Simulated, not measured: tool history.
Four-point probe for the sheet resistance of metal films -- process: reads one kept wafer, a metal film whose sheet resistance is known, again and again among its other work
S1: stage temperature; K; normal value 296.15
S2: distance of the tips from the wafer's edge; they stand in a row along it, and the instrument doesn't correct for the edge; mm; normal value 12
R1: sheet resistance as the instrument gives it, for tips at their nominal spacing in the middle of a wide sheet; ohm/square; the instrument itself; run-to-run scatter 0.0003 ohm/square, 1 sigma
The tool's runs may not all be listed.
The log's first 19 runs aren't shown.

run,hour,S1,S2,R1
20,539.7,296.15,12,1.487851
21,565.2,304.15,28,1.488476
22,584.1,304.15,28,1.488567
23,604.4,304.15,28,1.488182
24,620.4,294.15,7,1.496075
25,652.7,299.15,30,1.484690
26,671.9,299.15,30,1.484675
27,691.7,291.15,10,1.485947
28,721.7,293.15,6,1.500906
29,738.0,300.15,27,1.485035
30,759.3,298.15,4,1.531676
31,781.3,293.15,13,1.484269
32,813.3,306.15,9,1.497796
33,831.7,296.15,3,1.564400
34,861.1,296.15,4,1.529810
35,892.6,296.15,4,1.529411
36,922.2,296.15,4,1.529167
37,949.9,304.15,3,1.569756
38,986.7,303.15,4,1.533515
39,1006.7,300.15,12,1.488376
40,1037.3,299.15,5,1.513766

Each row is a separate what-if for the run after 40, all from the same tool condition, not one after another. Results?
A,1058.4,300.15,12,?
B,1058.4,296.15,4,?
C,1058.4,298.15,3,?
D,1058.4,292.15,3,?
E,1058.4,307.15,7,?

run,R1
A,1.487777
B,1.528688
C,1.564913
D,1.560514
E,1.504264
What these runs would have given with no unlogged condition in the tool:
run,R1
A,1.491238
B,1.532276
C,1.568567
D,1.564211
E,1.507704
